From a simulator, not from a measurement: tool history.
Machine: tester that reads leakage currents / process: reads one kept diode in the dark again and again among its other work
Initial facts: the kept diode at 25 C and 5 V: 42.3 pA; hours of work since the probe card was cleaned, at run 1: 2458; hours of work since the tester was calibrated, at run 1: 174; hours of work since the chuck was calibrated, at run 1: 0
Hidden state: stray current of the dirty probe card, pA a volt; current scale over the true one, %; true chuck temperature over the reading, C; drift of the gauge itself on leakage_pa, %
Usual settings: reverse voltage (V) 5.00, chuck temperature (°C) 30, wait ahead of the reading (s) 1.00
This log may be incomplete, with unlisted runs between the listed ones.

run    hour  reverse voltage (V)  chuck temperature (°C)  wait ahead of the reading (s)  hours of work since the probe card was cleaned  hours of work since the tester was calibrated  hours of work since the chuck was calibrated  current that the tester gives (pA)
  1     0.0                 5.00                      30                           1.00                                            2458                                            174                                             0                               67.41
  2    55.2                 4.33                      30                           1.00                                            2500                                            217                                            42                               63.27
  3   119.2                 4.33                      30                           1.00                                            2549                                            266                                            91                               62.53
  4   188.3                 4.33                      30                           1.00                                            2602                                            318                                           144                               62.70
  5   279.6                 4.33                      30                           1.00                                            2671                                            388                                           214                               62.28
  6   390.9                 4.33                      30                           1.00                                            2757                                            473                                           299                               62.10
  7   503.0                 5.00                      30                           1.00                                            2842                                            559                                           385                               66.15
  8   568.7                 5.00                      30                           1.00                                            2893                                            609                                           435                               65.61
  9   654.2                18.49                      30                           1.00                                            2958                                            675                                           500                              120.81
 10   725.3                18.49                      30                           1.00                                            3012                                            729                                           555                              120.65
 11   812.7                 1.12                      24                           3.57                                            3079                                            796                                           621                               20.56
      820.1  -- tester calibrated
 12   880.8                 1.12                      24                           3.57                                            3130                                             46                                           672                               20.40
 13   948.9                 6.46                      29                           9.46                                            3182                                             99                                           724                               66.56
 14  1013.9                 5.62                      30                           9.25                                            3231                                            148                                           774                               67.45

What does the tool deliver on the next run?
     1112.1  -- probe card cleaned and baked
 15  1130.5                 5.62                      38                           0.55                                              14                                            235                                           861                                   ?

{"run 15": {"current that the tester gives (pA)": 121.09}}
The same run, on a tool lacking any hidden state, would have yielded current that the tester gives (pA) 128.64.
